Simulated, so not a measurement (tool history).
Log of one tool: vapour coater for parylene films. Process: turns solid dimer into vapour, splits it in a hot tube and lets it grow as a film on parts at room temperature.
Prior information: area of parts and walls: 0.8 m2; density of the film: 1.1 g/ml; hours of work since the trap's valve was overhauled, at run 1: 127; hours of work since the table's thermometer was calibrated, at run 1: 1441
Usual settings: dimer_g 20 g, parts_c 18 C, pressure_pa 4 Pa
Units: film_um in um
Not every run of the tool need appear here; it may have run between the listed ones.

run     day  dimer_g  parts_c  pressure_pa  hours of work since the trap's valve was overhauled  hours of work since the table's thermometer was calibrated  film_um
  1       0       20       18            4                                                  127                                                        1441    15.64
  2   1.729       20       18            4                                                  157                                                        1471    15.58
  3   3.392       20       22            4                                                  186                                                        1501    14.34
  4   5.475       20       22            4                                                  223                                                        1537     14.3
  5   7.825       20       22            4                                                  264                                                        1579    14.39
  6  10.646       20       22            4                                                  314                                                        1628    14.31
  7  12.438       20       22            4                                                  345                                                        1660    14.34
  8  15.033       20       22            4                                                  391                                                        1705    14.33
  9  16.958       20       22            4                                                  425                                                        1739    14.33
 10  18.496       20       22            4                                                  452                                                        1766    14.32
 11  21.104       20       22            4                                                  498                                                        1812    14.41
 12  23.254       20       18            4                                                  535                                                        1850    15.61
     24.671  -- trap's valve overhauled
 13  25.058       20       18            4                                                    7                                                        1878    15.55
 14  27.304       20       18            4                                                   46                                                        1918    15.56
 15  30.512       20       18            4                                                  103                                                        1974    15.51
 16  32.167       20       14            4                                                  132                                                        2003    16.97
 17  35.067       20       14            4                                                  183                                                        2054    16.99
 18  37.921       20       18            4                                                  233                                                        2105    15.67
 19  40.533       20       18            4                                                  279                                                        2150    15.55
 20  42.058       20       18            4                                                  306                                                        2177    15.59
 21  43.808       20       18            4                                                  336                                                        2208    15.59
     45.104  -- table's thermometer calibrated
 22  45.204       20       18            4                                                  360                                                           2    15.59
 23  46.962       20       18            4                                                  391                                                          33    15.59
 24  48.467       10       18            4                                                  418                                                          59      7.8
 25  50.121       10       18            4                                                  447                                                          88     7.81
 26  53.217       20       23         6.24                                                  501                                                         143    13.04
 27  54.758       20       18         7.17                                                  528                                                         170    14.14
 28  56.317       21       18         7.17                                                  555                                                         197     14.7
     56.762  -- trap's valve overhauled
 29  58.492       21       18         7.17                                                   30                                                         232     14.8
 30  60.121       20       28            4                                                   59                                                         261    12.73
 31  62.204       20       11            4                                                   96                                                         298       18
 32  65.383        9       13         2.82                                                  152                                                         353     8.29
 33  67.212        9       15          3.1                                                  184                                                         386     7.82
 34  68.758        9       15          3.1                                                  211                                                         413     7.81
 35  70.775       17       18            4                                                  246                                                         448    13.29
 36  72.704       20       18         8.74                                                  280                                                         482    13.59
 37  74.171       20       18         8.74                                                  306                                                         508     13.6
 38  76.012       18       18            4                                                  338                                                         540    14.01
 39  77.717       34       18            4                                                  368                                                         570    26.44
 40  79.233       34       18            4                                                  395                                                         597    26.49
 41  81.321       24       21          3.7                                                  432                                                         634    17.75
 42  84.262       17       12         2.85                                                  483                                                         685    15.91
 43  86.796       33       19            4                                                  528                                                         730    25.24
     88.671  -- trap's valve overhauled
 44  88.754       24       26         2.81                                                    1                                                         761    16.86
 45    90.1       30       14         2.81                                                   25                                                         785    26.98
 46  92.154       30       13         3.44                                                   61                                                         821    26.54
 47  94.712       15       23         3.44                                                  106                                                         866    10.78

Here are 3 independent what-if runs from the current tool condition. What would each one return?
  A  97.504       17       13         2.24                                                  155                                                         915        ?
  B  97.504        8       19         2.01                                                  155                                                         915        ?
  C  97.504       15       23         5.78                                                  155                                                         915        ?

run  film_um
  A    16.33
  B     6.88
  C     9.92
What these runs would have given with no unlogged condition in the tool:
run  film_um
  A    16.34
  B     6.88
  C     9.92
